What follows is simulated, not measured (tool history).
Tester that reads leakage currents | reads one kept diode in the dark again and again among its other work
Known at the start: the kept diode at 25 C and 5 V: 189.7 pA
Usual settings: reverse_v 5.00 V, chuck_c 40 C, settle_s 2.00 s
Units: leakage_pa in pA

Run 1, day 0.000: usual settings. Result: leakage_pa 637.12 pA.
Run 2, day 3.604: usual settings. Result: leakage_pa 637.24 pA.
Run 3, day 7.592: usual settings. Result: leakage_pa 639.91 pA.
Run 4, day 11.692: usual settings. Result: leakage_pa 638.10 pA.
Run 5, day 14.542: usual settings. Result: leakage_pa 640.21 pA.
Run 6, day 17.325: usual settings. Result: leakage_pa 637.70 pA.
Run 7, day 22.092: usual settings. Result: leakage_pa 638.12 pA.
Run 8, day 26.246: usual settings. Result: leakage_pa 641.17 pA.
Run 9, day 28.162: usual settings. Result: leakage_pa 637.96 pA.
Run 10, day 31.796: usual settings but settle_s 3.59 s. Result: leakage_pa 635.66 pA.
Run 11, day 35.746: usual settings but settle_s 3.59 s. Result: leakage_pa 635.59 pA.
Run 12, day 39.933: usual settings but settle_s 3.59 s. Result: leakage_pa 634.77 pA.
At day 41.842: probe card cleaned and baked.
Run 13, day 42.871: usual settings but settle_s 3.59 s. Result: leakage_pa 637.41 pA.
Run 14, day 45.733: usual settings but reverse_v 5.01 V, chuck_c 33 C, settle_s 3.59 s. Result: leakage_pa 368.15 pA.
Run 15, day 48.971: usual settings but reverse_v 5.01 V, chuck_c 33 C, settle_s 3.59 s. Result: leakage_pa 367.52 pA.
Run 16, day 52.188: usual settings but reverse_v 5.01 V, chuck_c 33 C, settle_s 3.59 s. Result: leakage_pa 368.19 pA.
Run 17, day 55.771: usual settings but reverse_v 5.01 V, chuck_c 33 C, settle_s 3.59 s. Result: leakage_pa 366.83 pA.
Run 18, day 58.162: usual settings but reverse_v 7.33 V, chuck_c 49 C, settle_s 3.59 s. Result: leakage_pa 1432.24 pA.
Run 19, day 62.092: usual settings but chuck_c 28 C, settle_s 4.27 s. Result: leakage_pa 244.37 pA.
Run 20, day 65.067: usual settings but chuck_c 29 C, settle_s 1.25 s. Result: leakage_pa 267.25 pA.

4 ways to go on from here, each from the tool as it stands after run 20. What would each give?
Run A, day 68.083: usual settings but reverse_v 7.95 V, chuck_c 29 C, settle_s 0.50 s. Result: leakage_pa ?.
Run B, day 68.083: usual settings but reverse_v 3.63 V, chuck_c 37 C, settle_s 1.25 s. Result: leakage_pa ?.
Run C, day 68.083: usual settings but reverse_v 8.50 V, chuck_c 22 C. Result: leakage_pa ?.
Run D, day 68.083: usual settings but settle_s 6.41 s. Result: leakage_pa ?.

run  leakage_pa
  A      316.24
  B      449.55
  C      179.11
  D      630.79
Without the tool's hidden state the same runs would have given:
run  leakage_pa
  A      316.64
  B      450.14
  C      179.34
  D      631.59
